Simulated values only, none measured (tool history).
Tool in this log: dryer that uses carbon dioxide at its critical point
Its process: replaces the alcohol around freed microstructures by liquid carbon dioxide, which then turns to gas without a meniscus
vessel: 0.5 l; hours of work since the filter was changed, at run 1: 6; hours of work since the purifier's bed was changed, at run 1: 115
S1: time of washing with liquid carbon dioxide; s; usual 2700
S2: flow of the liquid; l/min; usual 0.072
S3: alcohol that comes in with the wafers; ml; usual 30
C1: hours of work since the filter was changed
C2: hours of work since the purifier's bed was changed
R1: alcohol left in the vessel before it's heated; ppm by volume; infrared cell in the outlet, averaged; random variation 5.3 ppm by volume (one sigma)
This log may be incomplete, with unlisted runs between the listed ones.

run	hour	S1	S2	S3	C1	C2	R1
1	0	2700	0.072	30	6	115	131
2	9.5	2700	0.072	30	10	119	127
3	18.6	2700	0.072	30	14	123	129
4	25.9	2700	0.0808	30	17	126	70
5	36.3	2580	0.072	30	22	131	169
6	46.1	2700	0.072	58	26	135	235
7	52.2	2700	0.072	58	29	138	241
8	57.5	2700	0.072	58	31	140	228
9	66.4	2700	0.072	30	35	144	136
10	76.1	2700	0.072	30	39	148	126
11	82.8	2700	0.0601	30	42	151	369
12	92.9	2700	0.072	30	46	156	135
13	101.2	2700	0.072	30	50	159	138
14	106	4320	0.0821	103	52	161	32
15	114.5	4320	0.0913	103	56	165	19
16	124.4	3960	0.0661	119	60	169	86
17	134	3960	0.0661	119	64	174	83
18	141.8	2760	0.045	24	68	177	1104
19	151.5	2760	0.045	24	72	181	1096
20	158.3	3480	0.072	38	75	184	49
21	166.7	2400	0.0526	32	79	188	1329
22	174.5	3840	0.0807	28	82	191	34
23	182.4	3540	0.0935	47	86	195	22
24	190.8	2520	0.0692	91	89	198	748
25	196.7	1740	0.0692	85	92	201	3776

Below, some changes in R1 between adjacent runs. For each, the amount present without the hidden state too (settings, incoming material, random variation) and the amount remaining for the hidden state with gauge scatter not shared by both compared results:
The hidden state here: flow that reaches the vessel past the clogged filter, %; alcohol in the recycled carbon dioxide, ppm; drift of the gauge itself on alcohol_ppm, %.
Run 21 -> 22: S1 2400 -> 3840, S2 0.0526 -> 0.0807, S3 32 -> 28. R1 -1295 ppm by volume: hidden state -86, all else -1209.
Run 24 -> 25: S1 2520 -> 1740, S3 91 -> 85. R1 +3028 ppm by volume: hidden state +201, all else +2827.

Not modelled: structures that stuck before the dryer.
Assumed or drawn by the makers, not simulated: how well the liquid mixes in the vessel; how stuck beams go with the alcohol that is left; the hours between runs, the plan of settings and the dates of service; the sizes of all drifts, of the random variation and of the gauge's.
